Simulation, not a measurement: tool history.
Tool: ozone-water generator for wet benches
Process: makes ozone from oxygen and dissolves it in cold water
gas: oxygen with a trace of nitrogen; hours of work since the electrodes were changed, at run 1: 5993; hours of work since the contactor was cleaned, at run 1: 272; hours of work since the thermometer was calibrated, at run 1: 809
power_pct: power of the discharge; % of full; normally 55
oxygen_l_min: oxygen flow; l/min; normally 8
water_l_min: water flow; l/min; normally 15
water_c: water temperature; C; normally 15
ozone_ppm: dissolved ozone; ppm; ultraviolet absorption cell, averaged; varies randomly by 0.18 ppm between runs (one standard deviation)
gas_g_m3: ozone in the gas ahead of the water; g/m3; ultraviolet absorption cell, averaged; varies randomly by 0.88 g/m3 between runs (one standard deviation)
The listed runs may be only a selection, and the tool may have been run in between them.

run	hour	power_pct	oxygen_l_min	water_l_min	water_c	hours of work since the electrodes were changed	hours of work since the contactor was cleaned	hours of work since the thermometer was calibrated	ozone_ppm	gas_g_m3
1	0	55	8	15	15	5993	272	809	21.9	131.9
2	93.1	55	8	15	15	6079	358	896	21.8	131.9
3	192.6	53	8	15	15	6171	450	988	21.1	128.7
4	352.4	53	8	15	15	6319	598	1136	21	129.1
5	490.4	53	8	15	15	6446	726	1263	21	127.2
6	657.7	53	8	15	15	6601	880	1418	21	127.6
7	796.1	53	8	15	15	6729	1009	1546	21	127.5
8	947.9	76	8	15	15	6870	1149	1687	26.8	163.1
9	1103.1	55	8	15	15	7013	1293	1830	21.3	128.7
10	1224.9	55	8	15	15	7126	1405	1943	21.3	131.5
11	1367.6	55	8	15	15	7258	1537	2075	21.2	129.7
12	1449.2	55	4.62	15	15	7334	1613	2151	21.3	169.6
13	1599.7	55	8	15	15	7473	1752	2290	21.3	130.3
14	1736.3	55	8	15	15	7599	1879	2416	20.9	129.1
15	1809.3	55	8	15	15	7667	1946	2484	21.2	129
16	1962	55	8	15	15	7808	2088	2625	21	128.6
17	2059	77	8	18	9	7898	2177	2715	25.3	160.4
18	2139.1	52	11.5	21	8	7972	2251	2789	17.2	103.3
19	2219.9	55	8	18	12	8047	2326	2864	19.5	128.2
20	2391.8	55	8.69	15	12	8206	2485	3023	21.6	122.4
21	2557.3	43	8.69	15	10	8359	2639	3176	19	103.9
22	2712.9	55	5.37	12	15	8503	2782	3320	24.8	153.5
23	2879	55	8	18	7	8657	2936	3474	20.7	126.6
24	3006.7	50	4.35	15	15	8775	3054	3592	19.3	158.5
25	3144.5	68	5.03	12	21	8903	3182	3720	25.6	182
26	3308.4	55	6.19	11	15	9054	3334	3871	25.5	142.6
27	3465.1	55	6.19	11	15	9199	3479	4016	25.5	142.6
28	3616.9	54	8	14	14	9340	3619	4157	21.2	124.2
29	3775.7	54	8	14	14	9487	3766	4304	21.4	122.8
30	3891.2	55	9.61	19	13	9594	3873	4411	17.5	114.5
31	4060.1	55	9.61	19	13	9750	4029	4567	17.3	114.7
32	4225.6	59	5.62	19	13	9903	4182	4720	17.8	154.9

Below, each run's measurement less what the same run would have read without the hidden state. Both values contain the same run-to-run variation, but the gauge's scatter may not be the same in both:
The tool's hidden condition here consists of: yield of the discharge, % of new electrodes'; contactor's efficiency, % of a clean one's; true water temperature over the reading, C; drift of the gauge itself on ozone_ppm, %; drift of the gauge itself on gas_g_m3, %.
run	ozone_ppm	gas_g_m3
1	-2.2	-12.7
2	-2.3	-12.9
3	-2.1	-12.2
4	-2.2	-12.6
5	-2.3	-12.7
6	-2.4	-13.1
7	-2.5	-13.3
8	-4.3	-24
9	-2.8	-14.7
10	-2.8	-15.2
11	-2.9	-15.3
12	-2.9	-20.3
13	-3	-15.8
14	-3.1	-16.1
15	-3	-16.3
16	-3.1	-16.5
17	-5	-27.7
18	-2.5	-12.9
19	-3.1	-16.9
20	-3.4	-16.6
21	-2.5	-11
22	-4	-21.7
23	-3.6	-18.1
24	-3.1	-21.1
25	-5.2	-32.6
26	-4.5	-21.5
27	-4.6	-21.9
28	-4	-19.2
29	-4	-19.2
30	-3.5	-18.3
31	-3.6	-18.9
32	-3.9	-27.6
